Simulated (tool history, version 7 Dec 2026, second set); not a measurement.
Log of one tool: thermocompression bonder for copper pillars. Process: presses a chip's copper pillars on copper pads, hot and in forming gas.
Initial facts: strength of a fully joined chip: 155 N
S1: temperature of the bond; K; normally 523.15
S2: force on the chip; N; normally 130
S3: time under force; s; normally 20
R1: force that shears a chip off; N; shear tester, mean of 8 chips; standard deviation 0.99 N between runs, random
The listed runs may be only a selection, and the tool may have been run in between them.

run,hour,S1,S2,S3,R1
1,0.0,523.15,130,20,85.9
# hour 5.5: forming gas filter changed
2,27.0,523.15,130,20,85.2
3,61.6,523.15,130,20,84.1
4,114.2,523.15,130,20,86.1
5,146.3,523.15,130,20,85.4
6,176.1,523.15,130,20,84.6
7,229.1,523.15,130,20,85.1
8,271.7,523.15,130,20,85.3
9,303.2,523.15,112,20,79.1
10,338.8,523.15,130,20,84.3
11,391.3,523.15,130,20,84.5
12,430.6,523.15,130,20,87.7
13,461.7,523.15,130,20,85.6
14,494.8,523.15,106,20,75.4
15,520.6,523.15,106,20,75.8
16,560.1,522.15,106,30,84.7
17,591.4,545.15,89,27,101.2
18,647.4,502.15,81,49,65.2
19,697.3,532.15,81,34,87.2
20,751.8,547.15,175,24,129.0
21,813.9,548.15,188,15,122.7
22,868.4,510.15,176,41,105.0

Run 23 is up next; what results do you expect?
23,900.0,523.15,152,20,?

Run 23 measured R1 90.7 N.
The same run, on a tool lacking any hidden state, would have yielded R1 91.2 N.
